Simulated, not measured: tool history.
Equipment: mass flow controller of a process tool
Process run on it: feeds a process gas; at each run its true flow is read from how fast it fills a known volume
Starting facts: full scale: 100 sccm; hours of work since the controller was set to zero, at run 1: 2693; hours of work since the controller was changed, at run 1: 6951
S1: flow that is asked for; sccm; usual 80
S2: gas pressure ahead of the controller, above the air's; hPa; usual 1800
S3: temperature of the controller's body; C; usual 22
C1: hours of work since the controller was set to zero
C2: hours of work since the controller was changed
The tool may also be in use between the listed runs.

run 1 hour=0.0 | S1=80 S2=1800 S3=22 | C1=2693 C2=6951 | true_flow_(%)=99.23
run 2 hour=273.9 | S1=80 S2=1800 S3=22 | C1=2875 C2=7133 | true_flow_(%)=99.40
run 3 hour=468.9 | S1=80 S2=1800 S3=22 | C1=3004 C2=7263 | true_flow_(%)=99.34
run 4 hour=653.6 | S1=80 S2=1800 S3=22 | C1=3127 C2=7385 | true_flow_(%)=99.28
run 5 hour=791.8 | S1=80 S2=1800 S3=22 | C1=3219 C2=7477 | true_flow_(%)=99.50
run 6 hour=1036.4 | S1=80 S2=2330 S3=22 | C1=3381 C2=7640 | true_flow_(%)=99.30
run 7 hour=1292.6 | S1=80 S2=2190 S3=22 | C1=3551 C2=7810 | true_flow_(%)=99.49
run 8 hour=1538.9 | S1=80 S2=2490 S3=22 | C1=3715 C2=7973 | true_flow_(%)=99.43
run 9 hour=1824.8 | S1=80 S2=2490 S3=22 | C1=3905 C2=8163 | true_flow_(%)=99.55
run 10 hour=2142.3 | S1=80 S2=1800 S3=27 | C1=4116 C2=8374 | true_flow_(%)=100.18
-- hour=2222.1 controller's zero set anew
run 11 hour=2400.5 | S1=80 S2=1800 S3=27 | C1=119 C2=8545 | true_flow_(%)=100.23
run 12 hour=2600.9 | S1=80 S2=1800 S3=27 | C1=252 C2=8679 | true_flow_(%)=100.18
run 13 hour=2921.7 | S1=80 S2=1800 S3=22 | C1=465 C2=8892 | true_flow_(%)=99.97
run 14 hour=3210.6 | S1=80 S2=1800 S3=22 | C1=657 C2=9083 | true_flow_(%)=99.92
run 15 hour=3487.1 | S1=80 S2=1800 S3=22 | C1=840 C2=9267 | true_flow_(%)=100.02
run 16 hour=3725.8 | S1=80 S2=1800 S3=22 | C1=999 C2=9426 | true_flow_(%)=100.22
run 17 hour=3999.7 | S1=80 S2=1800 S3=22 | C1=1181 C2=9608 | true_flow_(%)=100.27
run 18 hour=4266.7 | S1=80 S2=1920 S3=22 | C1=1358 C2=9785 | true_flow_(%)=100.12
run 19 hour=4407.2 | S1=80 S2=1800 S3=22 | C1=1451 C2=9878 | true_flow_(%)=100.35
run 20 hour=4596.3 | S1=80 S2=1800 S3=22 | C1=1577 C2=10004 | true_flow_(%)=100.45
run 21 hour=4752.4 | S1=80 S2=1800 S3=22 | C1=1681 C2=10108 | true_flow_(%)=100.50
run 22 hour=5081.1 | S1=80 S2=1800 S3=33 | C1=1899 C2=10326 | true_flow_(%)=101.25
run 23 hour=5407.8 | S1=37 S2=1800 S3=22 | C1=2116 C2=10543 | true_flow_(%)=99.28
run 24 hour=5626.1 | S1=80 S2=1800 S3=22 | C1=2261 C2=10688 | true_flow_(%)=100.66
run 25 hour=5780.1 | S1=80 S2=1800 S3=22 | C1=2363 C2=10790 | true_flow_(%)=100.64
run 26 hour=6038.1 | S1=80 S2=1590 S3=38 | C1=2535 C2=10962 | true_flow_(%)=102.24
run 27 hour=6231.8 | S1=80 S2=1590 S3=38 | C1=2663 C2=11090 | true_flow_(%)=102.20
run 28 hour=6369.7 | S1=15 S2=1490 S3=22 | C1=2755 C2=11182 | true_flow_(%)=99.14
-- hour=6493.5 controller exchanged for a calibrated one
run 29 hour=6588.5 | S1=80 S2=1760 S3=30 | C1=63 C2=63 | true_flow_(%)=101.48
run 30 hour=6758.5 | S1=80 S2=1580 S3=30 | C1=176 C2=176 | true_flow_(%)=101.62
run 31 hour=6897.2 | S1=72 S2=2670 S3=23 | C1=268 C2=268 | true_flow_(%)=100.44
run 32 hour=7089.2 | S1=24 S2=2430 S3=35 | C1=396 C2=396 | true_flow_(%)=100.24
run 33 hour=7350.2 | S1=94 S2=1620 S3=36 | C1=569 C2=569 | true_flow_(%)=102.55
run 34 hour=7586.5 | S1=89 S2=1570 S3=36 | C1=726 C2=726 | true_flow_(%)=102.60
run 35 hour=7760.3 | S1=89 S2=1570 S3=40 | C1=841 C2=841 | true_flow_(%)=102.94
run 36 hour=8059.3 | S1=10 S2=1400 S3=27 | C1=1040 C2=1040 | true_flow_(%)=99.63
run 37 hour=8217.6 | S1=80 S2=1660 S3=22 | C1=1145 C2=1145 | true_flow_(%)=101.26
run 38 hour=8502.7 | S1=14 S2=1580 S3=28 | C1=1334 C2=1334 | true_flow_(%)=99.92
run 39 hour=8664.7 | S1=14 S2=1580 S3=28 | C1=1442 C2=1442 | true_flow_(%)=100.00
run 40 hour=8817.3 | S1=20 S2=1490 S3=27 | C1=1543 C2=1543 | true_flow_(%)=100.07
run 41 hour=9003.6 | S1=20 S2=2660 S3=22 | C1=1667 C2=1667 | true_flow_(%)=99.46
run 42 hour=9157.7 | S1=20 S2=1740 S3=31 | C1=1770 C2=1770 | true_flow_(%)=100.46
-- hour=9414.4 gauge calibrated
run 43 hour=9414.4 | S1=20 S2=1740 S3=31 | C1=1940 C2=1940 | true_flow_(%)=98.23
run 44 hour=9552.0 | S1=20 S2=1740 S3=31 | C1=2031 C2=2031 | true_flow_(%)=98.30
run 45 hour=9705.8 | S1=18 S2=1640 S3=22 | C1=2134 C2=2134 | true_flow_(%)=97.58
run 46 hour=9865.3 | S1=96 S2=1750 S3=20 | C1=2240 C2=2240 | true_flow_(%)=99.67
run 47 hour=10073.5 | S1=80 S2=2800 S3=22 | C1=2378 C2=2378 | true_flow_(%)=99.14

Each row is a separate what-if for the run after 47, all from the same tool condition, not one after another. Results?
run A hour=10377.5 | S1=80 S2=1600 S3=22 | C1=2580 C2=2580 | true_flow_(%)=?
run B hour=10377.5 | S1=60 S2=2090 S3=28 | C1=2580 C2=2580 | true_flow_(%)=?
run C hour=10377.5 | S1=21 S2=2800 S3=36 | C1=2580 C2=2580 | true_flow_(%)=?
run D hour=10377.5 | S1=16 S2=2530 S3=22 | C1=2580 C2=2580 | true_flow_(%)=?
run E hour=10377.5 | S1=43 S2=2490 S3=35 | C1=2580 C2=2580 | true_flow_(%)=?

run=A true_flow_(%)=99.63
run=B true_flow_(%)=99.28
run=C true_flow_(%)=98.67
run=D true_flow_(%)=97.43
run=E true_flow_(%)=99.41
Without the tool's hidden state the same runs would have given:
run=A true_flow_(%)=99.39
run=B true_flow_(%)=99.04
run=C true_flow_(%)=98.42
run=D true_flow_(%)=97.18
run=E true_flow_(%)=99.16

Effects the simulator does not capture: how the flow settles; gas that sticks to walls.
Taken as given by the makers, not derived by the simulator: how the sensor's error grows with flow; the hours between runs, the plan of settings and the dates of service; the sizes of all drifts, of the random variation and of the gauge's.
